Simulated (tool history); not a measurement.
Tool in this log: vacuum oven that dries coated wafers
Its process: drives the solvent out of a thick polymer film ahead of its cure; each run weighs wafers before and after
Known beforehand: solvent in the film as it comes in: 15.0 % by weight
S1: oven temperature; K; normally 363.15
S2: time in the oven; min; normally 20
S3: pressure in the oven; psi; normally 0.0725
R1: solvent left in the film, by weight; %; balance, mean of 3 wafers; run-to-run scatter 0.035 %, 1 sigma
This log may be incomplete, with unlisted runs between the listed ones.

{"run": 1, "hour": 0.0, "S1": 363.15, "S2": 20, "S3": 0.0725, "R1": 1.74}
{"run": 2, "hour": 69.2, "S1": 363.15, "S2": 11, "S3": 0.0725, "R1": 3.94}
{"run": 3, "hour": 128.4, "S1": 363.15, "S2": 11, "S3": 0.0725, "R1": 3.98}
{"run": 4, "hour": 216.9, "S1": 363.15, "S2": 11, "S3": 0.0725, "R1": 3.97}
{"run": 5, "hour": 269.2, "S1": 377.15, "S2": 20, "S3": 0.0725, "R1": 0.3}
{"run": 6, "hour": 319.2, "S1": 363.15, "S2": 20, "S3": 0.0725, "R1": 1.82}
{"run": 7, "hour": 410.9, "S1": 363.15, "S2": 20, "S3": 0.0725, "R1": 1.82}
{"run": 8, "hour": 457.2, "S1": 363.15, "S2": 20, "S3": 0.0503, "R1": 1.67}
{"run": 9, "hour": 495.9, "S1": 362.15, "S2": 20, "S3": 0.0725, "R1": 1.94}
{"hour": 526.7, "done": "oven's thermocouples calibrated"}
{"run": 10, "hour": 547.1, "S1": 362.15, "S2": 20, "S3": 0.0725, "R1": 2.34}
{"run": 11, "hour": 611.1, "S1": 363.15, "S2": 16, "S3": 0.0725, "R1": 2.9}
{"run": 12, "hour": 669.3, "S1": 366.15, "S2": 14, "S3": 0.046, "R1": 2.63}
{"run": 13, "hour": 714.7, "S1": 372.15, "S2": 14, "S3": 0.1917, "R1": 1.91}
{"run": 14, "hour": 779.1, "S1": 357.15, "S2": 11, "S3": 0.0915, "R1": 6.05}
{"hour": 814.0, "done": "vacuum gauge cleaned of residue and calibrated"}
{"run": 15, "hour": 847.0, "S1": 354.15, "S2": 20, "S3": 0.2692, "R1": 4.88}
{"run": 16, "hour": 917.2, "S1": 368.15, "S2": 26, "S3": 0.0725, "R1": 0.61}
{"run": 17, "hour": 975.5, "S1": 368.15, "S2": 26, "S3": 0.0725, "R1": 0.61}
{"run": 18, "hour": 1036.3, "S1": 369.15, "S2": 28, "S3": 0.0725, "R1": 0.5}
{"run": 19, "hour": 1097.0, "S1": 349.15, "S2": 15, "S3": 0.2102, "R1": 7.22}
{"run": 20, "hour": 1172.1, "S1": 376.15, "S2": 26, "S3": 0.1368, "R1": 0.39}
{"run": 21, "hour": 1255.6, "S1": 363.15, "S2": 30, "S3": 0.0725, "R1": 0.9}

Measured minus without-hidden-state, run by run (identical run-to-run variation in each term; gauge scatter may differ):
Hidden conditions of the tool in this case: true wafer temperature over the reading, C; true pressure over the reading, kPa; drift of the gauge itself on solvent_pct, %.
run=1 R1=-0.24
run=2 R1=-0.39
run=3 R1=-0.41
run=4 R1=-0.42
run=5 R1=+0.00
run=6 R1=-0.27
run=7 R1=-0.28
run=8 R1=-0.27
run=9 R1=-0.30
run=10 R1=+0.10
run=11 R1=+0.07
run=12 R1=+0.06
run=13 R1=+0.06
run=14 R1=+0.03
run=15 R1=-0.20
run=16 R1=-0.06
run=17 R1=-0.06
run=18 R1=-0.04
run=19 R1=-0.23
run=20 R1=-0.01
run=21 R1=-0.08
